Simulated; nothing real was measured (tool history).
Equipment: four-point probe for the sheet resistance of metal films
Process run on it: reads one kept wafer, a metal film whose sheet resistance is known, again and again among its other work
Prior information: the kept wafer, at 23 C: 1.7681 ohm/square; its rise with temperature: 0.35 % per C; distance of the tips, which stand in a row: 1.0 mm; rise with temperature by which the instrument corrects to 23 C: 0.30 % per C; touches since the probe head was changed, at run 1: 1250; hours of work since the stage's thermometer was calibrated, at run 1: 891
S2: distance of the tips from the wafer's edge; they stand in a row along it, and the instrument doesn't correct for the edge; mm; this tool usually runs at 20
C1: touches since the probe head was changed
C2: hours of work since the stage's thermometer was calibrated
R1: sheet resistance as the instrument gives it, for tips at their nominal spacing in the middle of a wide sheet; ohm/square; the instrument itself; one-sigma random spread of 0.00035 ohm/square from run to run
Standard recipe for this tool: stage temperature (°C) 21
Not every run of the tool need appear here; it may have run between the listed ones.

Run 1, hour 0.0: usual settings; C1 1250; C2 891. Result: R1 1.777499 ohm/square.
Run 2, hour 19.5: usual settings; C1 1783; C2 903. Result: R1 1.777490 ohm/square.
Run 3, hour 35.7: usual settings but stage temperature (°C) 18; C1 2226; C2 912. Result: R1 1.774722 ohm/square.
Run 4, hour 49.2: usual settings; C1 2592; C2 920. Result: R1 1.776831 ohm/square.
Run 5, hour 65.7: usual settings; C1 3044; C2 930. Result: R1 1.777752 ohm/square.
Run 6, hour 79.4: usual settings; C1 3418; C2 938. Result: R1 1.777790 ohm/square.
Run 7, hour 88.2: usual settings; C1 3658; C2 943. Result: R1 1.777923 ohm/square.
Run 8, hour 101.8: usual settings; C1 4031; C2 951. Result: R1 1.777650 ohm/square.
Run 9, hour 112.1: usual settings; C1 4309; C2 957. Result: R1 1.777653 ohm/square.
Run 10, hour 127.1: usual settings but S2 4 mm; C1 4721; C2 966. Result: R1 1.832729 ohm/square.
Run 11, hour 145.0: usual settings but S2 4 mm; C1 5209; C2 976. Result: R1 1.833056 ohm/square.
Run 12, hour 156.4: usual settings but stage temperature (°C) 34, S2 4 mm; C1 5520; C2 983. Result: R1 1.843625 ohm/square.
Run 13, hour 167.3: usual settings; C1 5819; C2 990. Result: R1 1.776986 ohm/square.
Run 14, hour 187.4: usual settings; C1 6366; C2 1001. Result: R1 1.778003 ohm/square.
Run 15, hour 206.8: usual settings; C1 6896; C2 1013. Result: R1 1.778030 ohm/square.
Run 16, hour 225.6: usual settings; C1 7411; C2 1024. Result: R1 1.777819 ohm/square.
Run 17, hour 236.8: usual settings; C1 7715; C2 1030. Result: R1 1.777725 ohm/square.
Run 18, hour 248.6: usual settings but S2 3 mm; C1 8039; C2 1037. Result: R1 1.875125 ohm/square.
Run 19, hour 260.9: usual settings but S2 3 mm; C1 8374; C2 1045. Result: R1 1.875020 ohm/square.
At hour 263.1: stage's thermometer calibrated.
Run 20, hour 279.1: usual settings but S2 3 mm; C1 8856; C2 9. Result: R1 1.876619 ohm/square.
Run 21, hour 289.4: usual settings but S2 24 mm; C1 9139; C2 16. Result: R1 1.778212 ohm/square.
Run 22, hour 299.1: usual settings but stage temperature (°C) 23, S2 3 mm; C1 9402; C2 21. Result: R1 1.878299 ohm/square.
Run 23, hour 319.5: usual settings but stage temperature (°C) 23, S2 3 mm; C1 9961; C2 33. Result: R1 1.877559 ohm/square.
Run 24, hour 331.1: usual settings but stage temperature (°C) 25, S2 5 mm; C1 10278; C2 40. Result: R1 1.817418 ohm/square.
Run 25, hour 342.1: usual settings but stage temperature (°C) 25, S2 5 mm; C1 10578; C2 46. Result: R1 1.816957 ohm/square.
Run 26, hour 352.5: usual settings but stage temperature (°C) 23, S2 36 mm; C1 10861; C2 53. Result: R1 1.779436 ohm/square.
At hour 355.2: stage's thermometer calibrated, once more.
Run 27, hour 372.0: usual settings but stage temperature (°C) 25, S2 16 mm; C1 11380; C2 10. Result: R1 1.779310 ohm/square.
Run 28, hour 388.9: usual settings but stage temperature (°C) 25, S2 16 mm; C1 11840; C2 20. Result: R1 1.779255 ohm/square.
Run 29, hour 397.4: usual settings but stage temperature (°C) 23, S2 51 mm; C1 12074; C2 25. Result: R1 1.774109 ohm/square.

Per-run results on a tool with no hidden state, each run keeping its own random variation:
Hidden state present: inner tips' distance over the nominal, %; tips' flats over new ones', %; wafer's true temperature over the reading, C; drift of the gauge itself on sheet_ohm, %.
run        R1
  1  1.769328
  2  1.769245
  3  1.766403
  4  1.768476
  5  1.769329
  6  1.769315
  7  1.769412
  8  1.769086
  9  1.769053
 10  1.823819
 11  1.824075
 12  1.834666
 13  1.768182
 14  1.769120
 15  1.769070
 16  1.768793
 17  1.768660
 18  1.865549
 19  1.865398
 20  1.866381
 21  1.768443
 22  1.867997
 23  1.867183
 24  1.807334
 25  1.806833
 26  1.769448
 27  1.773158
 28  1.773038
 29  1.767881
